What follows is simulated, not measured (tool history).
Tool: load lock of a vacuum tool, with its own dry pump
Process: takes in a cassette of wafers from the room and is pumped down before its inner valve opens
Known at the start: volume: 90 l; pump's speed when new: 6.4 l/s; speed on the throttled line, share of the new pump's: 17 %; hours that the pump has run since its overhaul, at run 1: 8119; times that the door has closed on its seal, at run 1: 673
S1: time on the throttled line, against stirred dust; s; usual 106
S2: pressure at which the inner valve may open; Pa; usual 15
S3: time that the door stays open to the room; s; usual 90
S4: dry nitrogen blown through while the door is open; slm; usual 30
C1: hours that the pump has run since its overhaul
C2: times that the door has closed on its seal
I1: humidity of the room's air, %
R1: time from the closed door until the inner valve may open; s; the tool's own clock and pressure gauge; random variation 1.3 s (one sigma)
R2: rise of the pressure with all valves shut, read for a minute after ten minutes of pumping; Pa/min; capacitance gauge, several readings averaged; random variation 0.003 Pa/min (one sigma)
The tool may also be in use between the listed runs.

{"run": 1, "hour": 0.0, "S1": 106, "S2": 15, "S3": 90, "S4": 30, "C1": 8119, "C2": 673, "I1": 42.5, "R1": 226.8, "R2": 0.034}
{"run": 2, "hour": 442.5, "S1": 106, "S2": 15, "S3": 90, "S4": 30, "C1": 8561, "C2": 2067, "I1": 49.5, "R1": 229.4, "R2": 0.037}
{"run": 3, "hour": 694.8, "S1": 106, "S2": 15, "S3": 90, "S4": 30, "C1": 8814, "C2": 2862, "I1": 43.6, "R1": 227.4, "R2": 0.042}
{"run": 4, "hour": 925.9, "S1": 186, "S2": 15, "S3": 90, "S4": 30, "C1": 9045, "C2": 3591, "I1": 46.1, "R1": 291.0, "R2": 0.045}
{"run": 5, "hour": 1420.1, "S1": 186, "S2": 15, "S3": 90, "S4": 30, "C1": 9539, "C2": 5148, "I1": 46.0, "R1": 293.5, "R2": 0.055}
{"run": 6, "hour": 1896.6, "S1": 186, "S2": 15, "S3": 90, "S4": 30, "C1": 10016, "C2": 6650, "I1": 42.5, "R1": 294.2, "R2": 0.065}
{"run": 7, "hour": 2159.1, "S1": 113, "S2": 15, "S3": 90, "S4": 30, "C1": 10278, "C2": 7477, "I1": 42.6, "R1": 236.3, "R2": 0.071}
{"run": 8, "hour": 2416.4, "S1": 113, "S2": 15, "S3": 90, "S4": 30, "C1": 10535, "C2": 8288, "I1": 45.4, "R1": 238.7, "R2": 0.077}
{"run": 9, "hour": 2833.9, "S1": 113, "S2": 15, "S3": 90, "S4": 30, "C1": 10953, "C2": 9604, "I1": 41.8, "R1": 239.2, "R2": 0.083}
{"run": 10, "hour": 3390.2, "S1": 106, "S2": 15, "S3": 95, "S4": 30, "C1": 11509, "C2": 11357, "I1": 46.9, "R1": 235.7, "R2": 0.1}
{"run": 11, "hour": 3943.0, "S1": 106, "S2": 15, "S3": 95, "S4": 30, "C1": 12062, "C2": 13099, "I1": 44.4, "R1": 237.5, "R2": 0.113}
{"hour": 4275.0, "done": "dry pump taken out, an overhauled one fitted"}
{"run": 12, "hour": 4465.2, "S1": 106, "S2": 15, "S3": 95, "S4": 30, "C1": 190, "C2": 14726, "I1": 46.9, "R1": 212.7, "R2": 0.127}
{"run": 13, "hour": 4920.6, "S1": 106, "S2": 15, "S3": 95, "S4": 30, "C1": 646, "C2": 16161, "I1": 42.9, "R1": 213.2, "R2": 0.131}
{"run": 14, "hour": 5408.9, "S1": 106, "S2": 23, "S3": 90, "S4": 30, "C1": 1134, "C2": 17700, "I1": 43.1, "R1": 206.2, "R2": 0.153}
{"run": 15, "hour": 5659.6, "S1": 106, "S2": 15, "S3": 90, "S4": 30, "C1": 1385, "C2": 18490, "I1": 43.3, "R1": 214.2, "R2": 0.16}
{"run": 16, "hour": 6032.5, "S1": 106, "S2": 15, "S3": 90, "S4": 30, "C1": 1758, "C2": 19665, "I1": 47.0, "R1": 215.3, "R2": 0.179}
{"run": 17, "hour": 6555.8, "S1": 106, "S2": 15, "S3": 90, "S4": 30, "C1": 2281, "C2": 21314, "I1": 44.5, "R1": 213.7, "R2": 0.198}
{"run": 18, "hour": 7105.2, "S1": 106, "S2": 15, "S3": 90, "S4": 30, "C1": 2830, "C2": 23046, "I1": 42.7, "R1": 220.4, "R2": 0.219}
{"run": 19, "hour": 7602.4, "S1": 63, "S2": 24, "S3": 90, "S4": 30, "C1": 3327, "C2": 24613, "I1": 46.6, "R1": 173.7, "R2": 0.234}
{"run": 20, "hour": 7854.4, "S1": 106, "S2": 15, "S3": 133, "S4": 30, "C1": 3579, "C2": 25407, "I1": 39.6, "R1": 219.1, "R2": 0.245}
{"run": 21, "hour": 8361.7, "S1": 83, "S2": 27, "S3": 89, "S4": 30, "C1": 4087, "C2": 27006, "I1": 44.4, "R1": 191.4, "R2": 0.258}
{"run": 22, "hour": 8675.6, "S1": 83, "S2": 27, "S3": 89, "S4": 30, "C1": 4401, "C2": 27995, "I1": 44.1, "R1": 189.7, "R2": 0.276}
{"run": 23, "hour": 8901.3, "S1": 158, "S2": 25, "S3": 61, "S4": 17, "C1": 4626, "C2": 28706, "I1": 42.4, "R1": 256.7, "R2": 0.284}
{"run": 24, "hour": 9217.0, "S1": 157, "S2": 26, "S3": 90, "S4": 30, "C1": 4942, "C2": 29701, "I1": 42.0, "R1": 255.1, "R2": 0.306}
{"run": 25, "hour": 9518.6, "S1": 157, "S2": 12, "S3": 51, "S4": 30, "C1": 5244, "C2": 30652, "I1": 47.4, "R1": 263.3, "R2": 0.311}
{"run": 26, "hour": 9945.8, "S1": 106, "S2": 28, "S3": 102, "S4": 16, "C1": 5671, "C2": 31998, "I1": 45.1, "R1": 213.1, "R2": 0.361}
{"run": 27, "hour": 10323.5, "S1": 54, "S2": 15, "S3": 76, "S4": 6, "C1": 6049, "C2": 33188, "I1": 43.4, "R1": 180.4, "R2": 0.373}
{"run": 28, "hour": 10649.8, "S1": 185, "S2": 15, "S3": 90, "S4": 30, "C1": 6375, "C2": 34217, "I1": 46.5, "R1": 287.6, "R2": 0.38}
{"run": 29, "hour": 10892.9, "S1": 185, "S2": 15, "S3": 90, "S4": 30, "C1": 6618, "C2": 34983, "I1": 42.0, "R1": 286.1, "R2": 0.382}
{"run": 30, "hour": 11224.9, "S1": 185, "S2": 15, "S3": 90, "S4": 30, "C1": 6950, "C2": 36029, "I1": 45.5, "R1": 289.3, "R2": 0.406}
{"run": 31, "hour": 11497.0, "S1": 185, "S2": 15, "S3": 90, "S4": 30, "C1": 7222, "C2": 36887, "I1": 46.3, "R1": 288.7, "R2": 0.41}
{"run": 32, "hour": 11805.4, "S1": 77, "S2": 29, "S3": 139, "S4": 30, "C1": 7530, "C2": 37859, "I1": 41.6, "R1": 191.4, "R2": 0.44}
{"run": 33, "hour": 12216.5, "S1": 77, "S2": 29, "S3": 139, "S4": 30, "C1": 7942, "C2": 39154, "I1": 44.0, "R1": 192.6, "R2": 0.463}
{"run": 34, "hour": 12726.2, "S1": 106, "S2": 23, "S3": 90, "S4": 30, "C1": 8451, "C2": 40760, "I1": 47.0, "R1": 221.0, "R2": 0.488}
{"run": 35, "hour": 13187.2, "S1": 127, "S2": 25, "S3": 193, "S4": 15, "C1": 8912, "C2": 42213, "I1": 46.4, "R1": 237.0, "R2": 0.538}
{"run": 36, "hour": 13681.2, "S1": 65, "S2": 25, "S3": 193, "S4": 6, "C1": 9406, "C2": 43770, "I1": 44.7, "R1": 187.7, "R2": 0.603}

Forecast each of these 5 alternatives for the next run:
{"hour": 13816.5, "done": "door's seal changed, seat wiped"}
{"run": "A", "hour": 14156.8, "S1": 125, "S2": 15, "S3": 90, "S4": 30, "C1": 9880, "C2": 1072, "I1": 47.8, "R1": "?", "R2": "?"}
{"hour": 13816.5, "done": "door's seal changed, seat wiped"}
{"run": "B", "hour": 14156.8, "S1": 106, "S2": 19, "S3": 170, "S4": 30, "C1": 9880, "C2": 1072, "I1": 45.1, "R1": "?", "R2": "?"}
{"hour": 13816.5, "done": "door's seal changed, seat wiped"}
{"run": "C", "hour": 14156.8, "S1": 57, "S2": 27, "S3": 193, "S4": 6, "C1": 9880, "C2": 1072, "I1": 44.2, "R1": "?", "R2": "?"}
{"hour": 13816.5, "done": "door's seal changed, seat wiped"}
{"run": "D", "hour": 14156.8, "S1": 183, "S2": 13, "S3": 77, "S4": 30, "C1": 9880, "C2": 1072, "I1": 46.5, "R1": "?", "R2": "?"}
{"hour": 13816.5, "done": "door's seal changed, seat wiped"}
{"run": "E", "hour": 14156.8, "S1": 54, "S2": 25, "S3": 163, "S4": 7, "C1": 9880, "C2": 1072, "I1": 46.8, "R1": "?", "R2": "?"}

run=A R1=244.0 R2=0.040
run=B R1=225.5 R2=0.053
run=C R1=182.8 R2=0.087
run=D R1=296.2 R2=0.034
run=E R1=181.7 R2=0.081
Without the tool's hidden state the same runs would have given:
run=A R1=225.9 R2=0.036
run=B R1=207.6 R2=0.049
run=C R1=164.1 R2=0.083
run=D R1=279.5 R2=0.030
run=E R1=162.7 R2=0.077

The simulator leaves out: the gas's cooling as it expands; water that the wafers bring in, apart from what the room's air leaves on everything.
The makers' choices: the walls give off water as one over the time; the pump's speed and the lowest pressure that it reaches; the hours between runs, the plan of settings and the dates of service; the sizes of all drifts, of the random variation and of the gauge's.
